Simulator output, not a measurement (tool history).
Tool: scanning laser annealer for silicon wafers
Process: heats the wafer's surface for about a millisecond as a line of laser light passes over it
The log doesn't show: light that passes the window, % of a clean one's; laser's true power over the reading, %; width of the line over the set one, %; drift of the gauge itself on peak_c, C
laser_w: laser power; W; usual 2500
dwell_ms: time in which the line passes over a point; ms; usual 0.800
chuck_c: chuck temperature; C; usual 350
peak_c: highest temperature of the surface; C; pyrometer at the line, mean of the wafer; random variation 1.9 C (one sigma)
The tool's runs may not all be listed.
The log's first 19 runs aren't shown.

run	hour	laser_w	dwell_ms	chuck_c	hours of work since the window was cleaned	hours of work since the power meter was calibrated	hours of work since the optics were aligned	peak_c
20	642.4	2500	0.800	350	261	464	812	1061
21	664.8	2500	0.800	350	274	477	825	1059
22	692.9	2500	0.599	368	290	493	842	973
# hour 744.4: window over the wafer cleaned
23	744.9	2500	0.599	368	0	522	871	1004
24	770.7	2500	0.844	324	15	537	886	1083
25	795.6	2477	0.844	371	30	552	900	1121
26	826.6	2540	0.939	362	48	570	918	1180
27	854.4	2540	0.939	362	64	586	934	1177
28	887.3	2500	0.983	320	83	605	953	1141
29	924.0	2676	0.800	350	104	626	975	1138
30	966.9	2323	0.695	350	129	651	1000	971
31	991.5	2655	0.706	314	143	665	1014	1038
32	1036.8	2318	0.788	340	170	692	1040	997
33	1081.4	2318	0.788	326	196	718	1066	978
34	1106.8	2318	0.788	326	210	732	1081	979
35	1147.4	2318	0.788	326	234	756	1104	974
36	1175.3	2500	0.819	323	250	772	1121	1041
37	1202.8	2500	0.819	323	266	788	1137	1039
38	1224.9	2500	0.800	381	279	801	1149	1090
39	1252.0	2683	0.768	350	295	817	1165	1101
40	1291.1	2683	0.768	350	317	839	1188	1097

4 ways to go on from here, each from the tool as it stands after run 40. What would each give?
# hour 1296.0: window over the wafer cleaned
A	1335.8	2196	0.570	365	23	864	1213	?
# hour 1296.0: window over the wafer cleaned
B	1335.8	2261	0.940	358	23	864	1213	?
# hour 1296.0: window over the wafer cleaned
C	1335.8	2500	0.912	355	23	864	1213	?
# hour 1296.0: window over the wafer cleaned
D	1335.8	2634	0.862	373	23	864	1213	?

run	peak_c
A	898
B	1071
C	1145
D	1185
Without the tool's hidden state the same runs would have given:
run	peak_c
A	908
B	1085
C	1161
D	1200
